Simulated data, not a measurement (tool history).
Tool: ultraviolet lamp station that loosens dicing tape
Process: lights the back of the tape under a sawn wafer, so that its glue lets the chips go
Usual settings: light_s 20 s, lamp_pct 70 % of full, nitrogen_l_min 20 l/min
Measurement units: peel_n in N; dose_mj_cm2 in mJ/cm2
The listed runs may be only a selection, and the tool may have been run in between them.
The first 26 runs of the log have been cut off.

run	hour	light_s	lamp_pct	nitrogen_l_min	peel_n	dose_mj_cm2
27	538.1	12	87	10	1.239	238
28	565.7	14	60	8	1.681	190
29	591.6	15	79	11	1.143	261
30	620	11	62	8	1.956	146
31	646.7	11	64	13	1.671	150
32	658.6	11	95	9	1.354	222
33	681.6	13	71	15	1.27	195
34	707.5	14	79	20	1.008	227
# hour 727.9: window cleaned of glue's vapour
35	734	14	79	20	0.9	238
36	760.9	14	79	20	0.923	237

Expected results for the next run?
37	775.3	15	73	24	?	?

peel_n: 0.886 N
dose_mj_cm2: 229 mJ/cm2
With the hidden condition absent and the run-to-run variation left alone, this run would have shown peel_n 0.674 N, dose_mj_cm2 278 mJ/cm2.
